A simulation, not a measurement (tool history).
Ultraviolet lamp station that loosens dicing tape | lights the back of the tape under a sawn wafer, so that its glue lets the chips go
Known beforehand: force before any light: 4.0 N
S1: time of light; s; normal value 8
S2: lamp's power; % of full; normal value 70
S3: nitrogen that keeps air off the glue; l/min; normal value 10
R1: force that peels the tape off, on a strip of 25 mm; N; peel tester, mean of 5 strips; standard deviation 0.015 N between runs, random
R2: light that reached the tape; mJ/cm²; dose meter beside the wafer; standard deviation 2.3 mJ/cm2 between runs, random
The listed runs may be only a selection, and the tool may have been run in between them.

run 1 day=0 | S1=8 S2=70 S3=10 | R1=0.958 R2=165
run 2 day=1.667 | S1=8 S2=70 S3=12 | R1=0.867 R2=159
run 3 day=3.421 | S1=8 S2=97 S3=10 | R1=0.652 R2=216
-- day=4.471 window cleaned of glue's vapour
run 4 day=5.808 | S1=8 S2=97 S3=4 | R1=0.827 R2=254
run 5 day=9.562 | S1=8 S2=97 S3=4 | R1=0.924 R2=248
run 6 day=11.967 | S1=8 S2=70 S3=10 | R1=0.847 R2=172
run 7 day=13.829 | S1=8 S2=70 S3=10 | R1=0.915 R2=171
run 8 day=16.15 | S1=8 S2=70 S3=10 | R1=0.916 R2=168
run 9 day=19.871 | S1=8 S2=70 S3=10 | R1=0.976 R2=157
run 10 day=23.308 | S1=8 S2=98 S3=10 | R1=0.683 R2=210
run 11 day=26.788 | S1=8 S2=98 S3=10 | R1=0.696 R2=206
-- day=28.692 window cleaned of glue's vapour
run 12 day=28.762 | S1=5 S2=98 S3=10 | R1=1.089 R2=150
run 13 day=30.929 | S1=5 S2=98 S3=10 | R1=1.061 R2=147
run 14 day=32.779 | S1=8 S2=70 S3=10 | R1=0.957 R2=161
run 15 day=36.004 | S1=8 S2=70 S3=10 | R1=0.963 R2=157
run 16 day=39.788 | S1=8 S2=70 S3=4 | R1=1.475 R2=153
run 17 day=43.492 | S1=8 S2=70 S3=10 | R1=1.114 R2=149
run 18 day=46.958 | S1=8 S2=70 S3=10 | R1=1.155 R2=139
run 19 day=49.288 | S1=8 S2=70 S3=10 | R1=1.227 R2=136
run 20 day=52.654 | S1=8 S2=70 S3=10 | R1=1.245 R2=129
-- day=53.096 window cleaned of glue's vapour
run 21 day=55.646 | S1=8 S2=70 S3=10 | R1=1.081 R2=148
run 22 day=58.8 | S1=8 S2=70 S3=10 | R1=1.094 R2=143
run 23 day=62.233 | S1=6 S2=70 S3=10 | R1=1.536 R2=102
run 24 day=65.254 | S1=13 S2=70 S3=9 | R1=0.695 R2=215
-- day=68.067 lamp changed
run 25 day=68.188 | S1=5 S2=70 S3=7 | R1=1.636 R2=115
run 26 day=71.817 | S1=16 S2=90 S3=7 | R1=0.284 R2=450
run 27 day=75.571 | S1=16 S2=90 S3=7 | R1=0.292 R2=435

Run 28 comes next. What will it give?
-- day=77.504 window cleaned of glue's vapour
run 28 day=79.25 | S1=11 S2=78 S3=10 | R1=? R2=?

{"run 28": {"R1": 0.401, "R2": 294}}
With no hidden state in the tool, this same run would have given R1 0.364 N, R2 315 mJ/cm².

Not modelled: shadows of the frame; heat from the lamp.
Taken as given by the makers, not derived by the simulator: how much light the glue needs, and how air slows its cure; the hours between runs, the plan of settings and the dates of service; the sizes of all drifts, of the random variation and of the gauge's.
